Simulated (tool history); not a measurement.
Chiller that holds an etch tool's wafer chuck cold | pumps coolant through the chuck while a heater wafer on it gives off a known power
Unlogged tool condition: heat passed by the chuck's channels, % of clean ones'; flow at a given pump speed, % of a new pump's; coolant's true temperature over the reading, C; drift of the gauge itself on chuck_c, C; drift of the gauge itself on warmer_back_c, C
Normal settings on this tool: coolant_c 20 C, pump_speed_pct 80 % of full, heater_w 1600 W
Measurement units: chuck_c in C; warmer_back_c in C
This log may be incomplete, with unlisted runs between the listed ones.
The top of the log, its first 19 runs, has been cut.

run	day	coolant_c	pump_speed_pct	heater_w	hours since the coolant was changed and the channels were flushed	hours since the pump was overhauled	hours since the chiller's thermometer was calibrated	chuck_c	warmer_back_c
20	56.021	16	63	2159	3188	3444	2205	36.9	12.31
21	59.217	16	63	2159	3265	3520	2281	37.1	12.27
22	61.908	17	91	1130	3329	3585	2346	25.3	4.38
23	65.012	15	69	918	3404	3659	2420	23.1	4.63
24	67.179	23	69	813	3456	3711	2472	30.4	4.07
25	69.021	23	85	2059	3500	3756	2517	38.8	8.67
26	72.338	23	85	2059	3580	3835	2596	38.8	8.69
27	75.325	11	65	1899	3651	3907	2668	29.2	10.40
28	78.612	11	65	1899	3730	3986	2747	29.1	10.41
29	80.621	11	61	1817	3779	4034	2795	29.0	10.56
30	82.367	22	80	2176	3820	4076	2837	39.5	9.75
31	85.308	15	80	1600	3891	4147	2908	27.9	7.04
32	87.792	13	71	1600	3951	4206	2967	27.4	7.97

Below are 3 alternative next runs, each starting from the tool's condition after run 32. Predict each:
# day 89.538: coolant changed, channels flushed
A	90.983	18	71	2320	35	4277	3038	?	?
# day 89.538: coolant changed, channels flushed
B	90.983	11	66	983	35	4277	3038	?	?
# day 89.538: coolant changed, channels flushed
C	90.983	28	76	1596	35	4277	3038	?	?

run	chuck_c	warmer_back_c
A	38.5	11.58
B	20.2	5.10
C	41.5	7.42
Had the tool no hidden state, the same runs would have come out as:
run	chuck_c	warmer_back_c
A	38.5	11.88
B	20.2	5.41
C	41.5	7.72
